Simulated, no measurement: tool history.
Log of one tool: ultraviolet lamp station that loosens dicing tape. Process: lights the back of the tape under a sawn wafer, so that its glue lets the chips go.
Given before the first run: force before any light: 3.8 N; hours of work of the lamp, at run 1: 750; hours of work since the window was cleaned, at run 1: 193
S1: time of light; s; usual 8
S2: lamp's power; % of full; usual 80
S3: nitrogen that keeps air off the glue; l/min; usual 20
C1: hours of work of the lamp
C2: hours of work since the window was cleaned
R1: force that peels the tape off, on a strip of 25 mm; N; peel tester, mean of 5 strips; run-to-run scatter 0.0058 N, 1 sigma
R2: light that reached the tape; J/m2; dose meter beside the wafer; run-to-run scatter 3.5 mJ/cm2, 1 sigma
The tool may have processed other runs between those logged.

run 1 hour=0.0 | S1=8 S2=80 S3=20 | C1=750 C2=193 | R1=0.337 R2=3430
-- hour=30.1 lamp changed
run 2 hour=35.2 | S1=8 S2=80 S3=20 | C1=2 C2=209 | R1=0.164 R2=5120
run 3 hour=87.8 | S1=8 S2=80 S3=20 | C1=27 C2=233 | R1=0.174 R2=4980
run 4 hour=121.2 | S1=8 S2=80 S3=20 | C1=43 C2=249 | R1=0.178 R2=4970
run 5 hour=164.3 | S1=8 S2=80 S3=20 | C1=63 C2=269 | R1=0.184 R2=4890
run 6 hour=221.6 | S1=8 S2=80 S3=20 | C1=90 C2=296 | R1=0.192 R2=4800
run 7 hour=255.9 | S1=8 S2=80 S3=20 | C1=106 C2=312 | R1=0.195 R2=4720
run 8 hour=308.8 | S1=8 S2=80 S3=20 | C1=131 C2=337 | R1=0.207 R2=4640
run 9 hour=343.0 | S1=8 S2=80 S3=28 | C1=147 C2=353 | R1=0.184 R2=4520
run 10 hour=402.0 | S1=8 S2=80 S3=28 | C1=174 C2=381 | R1=0.175 R2=4440
run 11 hour=469.9 | S1=8 S2=80 S3=28 | C1=206 C2=412 | R1=0.199 R2=4300
-- hour=527.0 window cleaned of glue's vapour
run 12 hour=527.0 | S1=8 S2=80 S3=28 | C1=233 C2=0 | R1=0.145 R2=5020
run 13 hour=567.9 | S1=8 S2=80 S3=34 | C1=252 C2=19 | R1=0.138 R2=4900
run 14 hour=630.1 | S1=8 S2=80 S3=34 | C1=281 C2=48 | R1=0.140 R2=4770
run 15 hour=699.7 | S1=8 S2=80 S3=34 | C1=314 C2=81 | R1=0.147 R2=4650
run 16 hour=746.4 | S1=8 S2=80 S3=34 | C1=336 C2=103 | R1=0.157 R2=4540
run 17 hour=816.1 | S1=8 S2=80 S3=34 | C1=368 C2=136 | R1=0.159 R2=4400
run 18 hour=848.8 | S1=8 S2=80 S3=34 | C1=384 C2=151 | R1=0.169 R2=4350
run 19 hour=885.4 | S1=8 S2=80 S3=22 | C1=401 C2=168 | R1=0.221 R2=4240
run 20 hour=917.4 | S1=8 S2=74 S3=20 | C1=416 C2=183 | R1=0.273 R2=3850
run 21 hour=974.3 | S1=8 S2=80 S3=10 | C1=442 C2=210 | R1=0.438 R2=4060
run 22 hour=1012.4 | S1=8 S2=98 S3=6 | C1=460 C2=228 | R1=0.442 R2=4860
run 23 hour=1062.2 | S1=8 S2=82 S3=9 | C1=484 C2=251 | R1=0.472 R2=4030
run 24 hour=1097.1 | S1=8 S2=99 S3=20 | C1=500 C2=267 | R1=0.182 R2=4800
run 25 hour=1142.6 | S1=8 S2=73 S3=23 | C1=521 C2=289 | R1=0.316 R2=3420
run 26 hour=1189.0 | S1=4 S2=61 S3=14 | C1=543 C2=310 | R1=1.524 R2=1370
run 27 hour=1260.4 | S1=4 S2=61 S3=7 | C1=577 C2=344 | R1=1.883 R2=1310
run 28 hour=1324.9 | S1=11 S2=93 S3=7 | C1=607 C2=374 | R1=0.319 R2=5480
run 29 hour=1356.5 | S1=8 S2=97 S3=11 | C1=622 C2=389 | R1=0.399 R2=4120
run 30 hour=1426.6 | S1=8 S2=80 S3=17 | C1=655 C2=422 | R1=0.423 R2=3280
-- hour=1460.4 window cleaned of glue's vapour
run 31 hour=1466.5 | S1=8 S2=65 S3=6 | C1=673 C2=3 | R1=0.915 R2=3120
run 32 hour=1517.1 | S1=5 S2=93 S3=20 | C1=697 C2=27 | R1=0.540 R2=2730
run 33 hour=1582.8 | S1=5 S2=93 S3=20 | C1=728 C2=57 | R1=0.601 R2=2580
run 34 hour=1648.6 | S1=12 S2=98 S3=19 | C1=758 C2=88 | R1=0.140 R2=6370
-- hour=1660.0 lamp changed
run 35 hour=1694.4 | S1=12 S2=98 S3=19 | C1=16 C2=109 | R1=0.101 R2=9660
run 36 hour=1761.3 | S1=9 S2=81 S3=7 | C1=48 C2=141 | R1=0.281 R2=5820
run 37 hour=1796.3 | S1=12 S2=78 S3=29 | C1=64 C2=157 | R1=0.116 R2=7280
run 38 hour=1842.3 | S1=12 S2=78 S3=29 | C1=86 C2=179 | R1=0.105 R2=7160
run 39 hour=1872.6 | S1=12 S2=78 S3=7 | C1=100 C2=193 | R1=0.201 R2=7120
run 40 hour=1910.3 | S1=12 S2=73 S3=7 | C1=117 C2=210 | R1=0.222 R2=6620
run 41 hour=1967.1 | S1=6 S2=80 S3=39 | C1=144 C2=237 | R1=0.208 R2=3470
run 42 hour=2020.8 | S1=8 S2=80 S3=23 | C1=169 C2=262 | R1=0.187 R2=4580

Selected run-to-run steps in R1, each split into two signed amounts: the part the tool would show with no hidden state at all (from settings, incoming material and random variation), and the remainder, which goes to the hidden state together with any gauge scatter not common to the measured and the hidden-state-free results:
Unlogged tool condition in this case: lamp's light, % of a new lamp's; light that the window lets through, % of a clean one's; drift of the gauge itself on peel_n, %; drift of the gauge itself on dose_mj_cm2, %.
Run 25 -> 26: S1 8 -> 4, S2 73 -> 61, S3 23 -> 14. R1 +1.208 N: hidden state +0.408, all else +0.800.
Run 27 -> 28: S1 4 -> 11, S2 61 -> 93. R1 -1.564 N: hidden state -0.417, all else -1.147.
Run 30 -> 31: S2 80 -> 65, S3 17 -> 6, window cleaned of glue's vapour. R1 +0.492 N: hidden state +0.150, all else +0.342.
Run 33 -> 34: S1 5 -> 12, S2 93 -> 98, S3 20 -> 19. R1 -0.461 N: hidden state -0.309, all else -0.152.

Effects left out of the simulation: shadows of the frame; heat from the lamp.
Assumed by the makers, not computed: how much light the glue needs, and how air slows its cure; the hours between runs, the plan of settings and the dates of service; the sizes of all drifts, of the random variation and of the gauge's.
